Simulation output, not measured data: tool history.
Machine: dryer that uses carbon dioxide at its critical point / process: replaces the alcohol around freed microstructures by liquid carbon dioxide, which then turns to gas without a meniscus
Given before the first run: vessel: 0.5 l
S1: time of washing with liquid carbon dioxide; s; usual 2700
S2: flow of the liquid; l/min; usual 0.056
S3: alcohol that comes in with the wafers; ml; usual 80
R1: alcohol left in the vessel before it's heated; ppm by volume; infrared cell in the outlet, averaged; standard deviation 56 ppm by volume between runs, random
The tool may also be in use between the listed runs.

Run 1, hour 0: usual settings. Result: R1 4462 ppm by volume.
Run 2, hour 8: usual settings. Result: R1 4499 ppm by volume.
Run 3, hour 19.5: usual settings. Result: R1 4457 ppm by volume.
Run 4, hour 28: usual settings. Result: R1 4437 ppm by volume.
Run 5, hour 34.2: usual settings. Result: R1 4456 ppm by volume.
Run 6, hour 42.9: usual settings. Result: R1 4430 ppm by volume.
Run 7, hour 49.3: usual settings. Result: R1 4489 ppm by volume.
Run 8, hour 56.8: usual settings. Result: R1 4376 ppm by volume.
Run 9, hour 65.1: usual settings. Result: R1 4478 ppm by volume.
Run 10, hour 75.6: usual settings. Result: R1 4612 ppm by volume.
Run 11, hour 84.2: usual settings. Result: R1 4457 ppm by volume.
Run 12, hour 91.4: usual settings. Result: R1 4452 ppm by volume.
Run 13, hour 103.1: usual settings but S3 94 ml. Result: R1 5336 ppm by volume.
Run 14, hour 108.2: usual settings but S3 94 ml. Result: R1 5286 ppm by volume.
Run 15, hour 117.4: usual settings but S3 94 ml. Result: R1 5297 ppm by volume.
Run 16, hour 126.5: usual settings but S1 2460 s. Result: R1 6228 ppm by volume.
Run 17, hour 135.9: usual settings. Result: R1 4607 ppm by volume.
Run 18, hour 147.3: usual settings. Result: R1 4604 ppm by volume.
Run 19, hour 152.1: usual settings. Result: R1 4504 ppm by volume.
Run 20, hour 161.7: usual settings but S2 0.0639 l/min, S3 66 ml. Result: R1 2188 ppm by volume.
Run 21, hour 169.4: usual settings but S1 3480 s, S2 0.0841 l/min. Result: R1 150 ppm by volume.
Run 22, hour 178.7: usual settings but S1 3180 s, S2 0.0731 l/min, S3 107 ml. Result: R1 829 ppm by volume.
Run 23, hour 189.7: usual settings but S1 3180 s, S2 0.0628 l/min, S3 107 ml. Result: R1 1862 ppm by volume.
Run 24, hour 198.8: usual settings but S1 3180 s, S2 0.0628 l/min, S3 107 ml. Result: R1 1890 ppm by volume.
Run 25, hour 208.5: usual settings but S1 3180 s, S2 0.0628 l/min, S3 107 ml. Result: R1 1896 ppm by volume.
Run 26, hour 216.9: usual settings but S1 3180 s, S2 0.0628 l/min, S3 107 ml. Result: R1 1922 ppm by volume.
Run 27, hour 225.9: usual settings but S1 3300 s, S2 0.0713 l/min, S3 109 ml. Result: R1 785 ppm by volume.
Run 28, hour 232.2: usual settings but S1 3300 s, S2 0.0713 l/min, S3 109 ml. Result: R1 789 ppm by volume.
Run 29, hour 243.5: usual settings but S1 2520 s, S3 30 ml. Result: R1 2219 ppm by volume.
Run 30, hour 251.4: usual settings but S1 2520 s, S3 30 ml. Result: R1 2308 ppm by volume.
Run 31, hour 263: usual settings but S1 2520 s, S2 0.0484 l/min, S3 30 ml. Result: R1 3486 ppm by volume.
Run 32, hour 267.9: usual settings but S1 1680 s, S2 0.0645 l/min, S3 78 ml. Result: R1 12122 ppm by volume.
Run 33, hour 277.1: usual settings but S1 1680 s, S2 0.0396 l/min, S3 49 ml. Result: R1 21996 ppm by volume.
Run 34, hour 284.4: usual settings but S1 1680 s, S2 0.0396 l/min, S3 49 ml. Result: R1 21827 ppm by volume.
Run 35, hour 290.8: usual settings but S1 3120 s, S2 0.0878 l/min. Result: R1 233 ppm by volume.
Run 36, hour 301.5: usual settings but S1 3120 s, S2 0.0878 l/min. Result: R1 232 ppm by volume.
Run 37, hour 308: usual settings but S1 3120 s, S2 0.0878 l/min. Result: R1 237 ppm by volume.

Predict each of these 4 candidate next runs independently; none follows another, all start after run 37:
Run A, hour 318.9: usual settings but S1 2160 s, S2 0.0357 l/min. Result: R1 ?.
Run B, hour 318.9: usual settings but S1 3300 s, S2 0.0878 l/min, S3 28 ml. Result: R1 ?.
Run C, hour 318.9: usual settings but S1 1860 s, S3 48 ml. Result: R1 ?.
Run D, hour 318.9: usual settings but S1 3600 s, S2 0.0739 l/min. Result: R1 ?.

run     R1
  A  28133
  B     83
  C   8495
  D    306
With no hidden state in the tool, these same runs would have given:
run     R1
  A  25103
  B     42
  C   7231
  D    189

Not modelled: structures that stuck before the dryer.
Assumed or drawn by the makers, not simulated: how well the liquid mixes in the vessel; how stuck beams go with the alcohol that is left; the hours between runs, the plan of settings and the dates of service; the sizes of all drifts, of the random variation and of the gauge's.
